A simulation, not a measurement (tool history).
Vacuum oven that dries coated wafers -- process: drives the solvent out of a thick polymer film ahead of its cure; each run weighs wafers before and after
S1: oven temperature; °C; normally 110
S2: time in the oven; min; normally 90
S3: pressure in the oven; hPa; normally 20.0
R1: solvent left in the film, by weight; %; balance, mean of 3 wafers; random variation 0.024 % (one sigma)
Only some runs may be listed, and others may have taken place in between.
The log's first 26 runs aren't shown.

run,hour,S1,S2,S3,R1
27,2229.1,111,51,12.2,7.93
28,2279.6,111,51,12.2,7.92
29,2372.6,111,51,12.2,7.93
30,2458.9,110,90,20.0,5.42
# hour 2490.3: oven's thermocouples calibrated
31,2584.6,108,113,20.0,4.74
32,2678.5,104,96,27.7,6.98
33,2731.3,101,141,54.0,7.55
34,2853.7,101,141,54.0,7.60
35,2938.6,123,84,15.4,2.82
36,3039.4,123,84,15.4,2.81
37,3104.2,123,84,15.4,2.83
38,3174.6,123,84,15.4,2.87
39,3232.3,115,110,16.2,3.26
40,3330.0,115,110,16.2,3.29
41,3397.0,109,149,16.2,3.27
# hour 3443.2: oven's thermocouples calibrated
42,3472.2,109,106,13.7,4.55
43,3562.3,122,55,20.0,5.17
44,3671.7,110,48,21.8,8.84
45,3795.5,110,84,34.8,6.52
46,3858.5,113,84,34.8,5.72

Predict each of these 3 candidate next runs independently; none follows another, all start after run 46:
A,3910.8,110,127,20.0,?
B,3910.8,113,90,32.4,?
C,3910.8,110,90,16.9,?

run,R1
A,3.86
B,5.34
C,5.41
With no hidden state in the tool, these same runs would have given:
run,R1
A,3.58
B,5.06
C,5.12
